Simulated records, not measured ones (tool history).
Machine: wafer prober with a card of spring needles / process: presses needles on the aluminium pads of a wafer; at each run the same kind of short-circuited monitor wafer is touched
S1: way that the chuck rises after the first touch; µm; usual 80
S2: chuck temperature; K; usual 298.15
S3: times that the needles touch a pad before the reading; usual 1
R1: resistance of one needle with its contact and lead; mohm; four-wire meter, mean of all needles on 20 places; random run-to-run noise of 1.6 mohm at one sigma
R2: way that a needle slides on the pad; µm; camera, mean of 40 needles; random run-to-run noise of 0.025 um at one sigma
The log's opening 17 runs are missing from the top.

run	hour	S1	S2	S3	R1	R2
# hour 593.6: tips cleaned on abrasive film
18	619.2	99	371.15	1	176	26.45
19	643.1	80	299.15	2	160	21.39
# hour 651.4: tips cleaned on abrasive film
20	693.7	69	307.15	1	165	18.49
# hour 710.7: tips cleaned on abrasive film
# hour 727.3: gauge calibrated
21	736.2	90	307.15	2	166	23.46
22	759.5	90	307.15	2	164	23.47
# hour 768.2: tips cleaned on abrasive film
23	809.4	87	369.15	1	177	22.72
# hour 828.4: tips cleaned on abrasive film
24	862.1	87	369.15	1	176	22.81
# hour 886.9: tips cleaned on abrasive film
25	908.6	87	369.15	1	176	22.84
# hour 944.3: tips cleaned on abrasive film
26	950.6	80	298.15	2	160	21.05
27	982	75	318.15	2	164	19.73
# hour 1005.4: tips cleaned on abrasive film
28	1030.8	75	318.15	3	168	19.73
29	1057.4	80	298.15	1	160	21.14
# hour 1062.9: tips cleaned on abrasive film
30	1080.1	95	395.15	3	180	25.09
31	1113.4	95	395.15	3	182	25.09
# hour 1122.1: tips cleaned on abrasive film
32	1155.4	60	395.15	2	182	15.87
# hour 1179.2: tips cleaned on abrasive film
33	1199.7	60	318.15	1	164	15.92

Predict the results of run 34:
34	1231.3	84	333.15	2	?	?

Run 34 produced R1 169 mohm, R2 22.35 µm.
Take away the tool's hidden state, keep the run-to-run variation as it was, and the same run would have given R1 168 mohm, R2 21.9 µm.
